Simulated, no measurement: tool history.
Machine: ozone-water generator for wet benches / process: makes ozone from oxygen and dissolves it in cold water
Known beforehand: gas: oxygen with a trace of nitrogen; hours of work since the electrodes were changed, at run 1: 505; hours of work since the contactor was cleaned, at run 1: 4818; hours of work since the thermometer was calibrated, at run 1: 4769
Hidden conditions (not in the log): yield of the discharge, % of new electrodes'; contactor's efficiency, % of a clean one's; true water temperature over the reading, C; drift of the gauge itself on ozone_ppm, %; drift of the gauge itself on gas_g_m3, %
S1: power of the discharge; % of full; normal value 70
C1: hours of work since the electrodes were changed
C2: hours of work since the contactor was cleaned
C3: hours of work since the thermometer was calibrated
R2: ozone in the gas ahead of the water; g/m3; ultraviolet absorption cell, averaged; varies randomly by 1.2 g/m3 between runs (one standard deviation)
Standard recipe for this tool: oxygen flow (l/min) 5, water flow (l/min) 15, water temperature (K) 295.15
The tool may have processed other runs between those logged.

{"run": 1, "day": 0.0, "S1": 70, "oxygen flow (l/min)": 5, "water flow (l/min)": 15, "water temperature (K)": 295.15, "C1": 505, "C2": 4818, "C3": 4769, "dissolved ozone (ppm)": 23.1, "R2": 215.8}
{"run": 2, "day": 0.975, "S1": 70, "oxygen flow (l/min)": 5, "water flow (l/min)": 16, "water temperature (K)": 295.15, "C1": 522, "C2": 4835, "C3": 4786, "dissolved ozone (ppm)": 21.7, "R2": 215.8}
{"run": 3, "day": 2.325, "S1": 70, "oxygen flow (l/min)": 5, "water flow (l/min)": 16, "water temperature (K)": 295.15, "C1": 546, "C2": 4858, "C3": 4810, "dissolved ozone (ppm)": 21.3, "R2": 217}
{"run": 4, "day": 4.246, "S1": 70, "oxygen flow (l/min)": 5, "water flow (l/min)": 16, "water temperature (K)": 295.15, "C1": 579, "C2": 4892, "C3": 4844, "dissolved ozone (ppm)": 21.7, "R2": 217.7}
{"day": 4.358, "done": "water thermometer calibrated"}
{"run": 5, "day": 5.875, "S1": 70, "oxygen flow (l/min)": 5, "water flow (l/min)": 16, "water temperature (K)": 295.15, "C1": 607, "C2": 4920, "C3": 26, "dissolved ozone (ppm)": 21.9, "R2": 216.9}
{"run": 6, "day": 7.771, "S1": 70, "oxygen flow (l/min)": 5, "water flow (l/min)": 16, "water temperature (K)": 295.15, "C1": 640, "C2": 4953, "C3": 60, "dissolved ozone (ppm)": 21.5, "R2": 216.4}
{"run": 7, "day": 9.779, "S1": 70, "oxygen flow (l/min)": 5, "water flow (l/min)": 16, "water temperature (K)": 295.15, "C1": 675, "C2": 4988, "C3": 95, "dissolved ozone (ppm)": 21.6, "R2": 216.6}
{"run": 8, "day": 11.117, "S1": 70, "oxygen flow (l/min)": 3.21, "water flow (l/min)": 10, "water temperature (K)": 295.15, "C1": 699, "C2": 5012, "C3": 118, "dissolved ozone (ppm)": 34.7, "R2": 290.3}
{"run": 9, "day": 12.933, "S1": 70, "oxygen flow (l/min)": 5, "water flow (l/min)": 11, "water temperature (K)": 288.15, "C1": 731, "C2": 5043, "C3": 150, "dissolved ozone (ppm)": 32.8, "R2": 213.5}
{"day": 13.254, "done": "water thermometer calibrated, once more"}
{"run": 10, "day": 14.712, "S1": 74, "oxygen flow (l/min)": 7.68, "water flow (l/min)": 12, "water temperature (K)": 289.15, "C1": 761, "C2": 5074, "C3": 25, "dissolved ozone (ppm)": 28.1, "R2": 168.4}

Forecast each of these 5 alternatives for the next run:
{"run": "A", "day": 15.754, "S1": 74, "oxygen flow (l/min)": 8.49, "water flow (l/min)": 18, "water temperature (K)": 289.15, "C1": 779, "C2": 5092, "C3": 44, "dissolved ozone (ppm)": "?", "R2": "?"}
{"run": "B", "day": 15.754, "S1": 62, "oxygen flow (l/min)": 7.68, "water flow (l/min)": 20, "water temperature (K)": 292.15, "C1": 779, "C2": 5092, "C3": 44, "dissolved ozone (ppm)": "?", "R2": "?"}
{"run": "C", "day": 15.754, "S1": 55, "oxygen flow (l/min)": 5, "water flow (l/min)": 15, "water temperature (K)": 293.15, "C1": 779, "C2": 5092, "C3": 44, "dissolved ozone (ppm)": "?", "R2": "?"}
{"run": "D", "day": 15.754, "S1": 70, "oxygen flow (l/min)": 3.04, "water flow (l/min)": 16, "water temperature (K)": 295.15, "C1": 779, "C2": 5092, "C3": 44, "dissolved ozone (ppm)": "?", "R2": "?"}
{"run": "E", "day": 15.754, "S1": 48, "oxygen flow (l/min)": 7.68, "water flow (l/min)": 12, "water temperature (K)": 299.15, "C1": 779, "C2": 5092, "C3": 44, "dissolved ozone (ppm)": "?", "R2": "?"}

run=A dissolved_ozone_(ppm)=20 R2=157.6
run=B dissolved_ozone_(ppm)=15.5 R2=145.6
run=C dissolved_ozone_(ppm)=19.5 R2=179.9
run=D dissolved_ozone_(ppm)=23 R2=301.9
run=E dissolved_ozone_(ppm)=16 R2=121
Without the tool's hidden state the same runs would have given:
run=A dissolved_ozone_(ppm)=21 R2=160.3
run=B dissolved_ozone_(ppm)=16.3 R2=147.8
run=C dissolved_ozone_(ppm)=20.4 R2=182.3
run=D dissolved_ozone_(ppm)=24.1 R2=307
run=E dissolved_ozone_(ppm)=16.6 R2=122.4
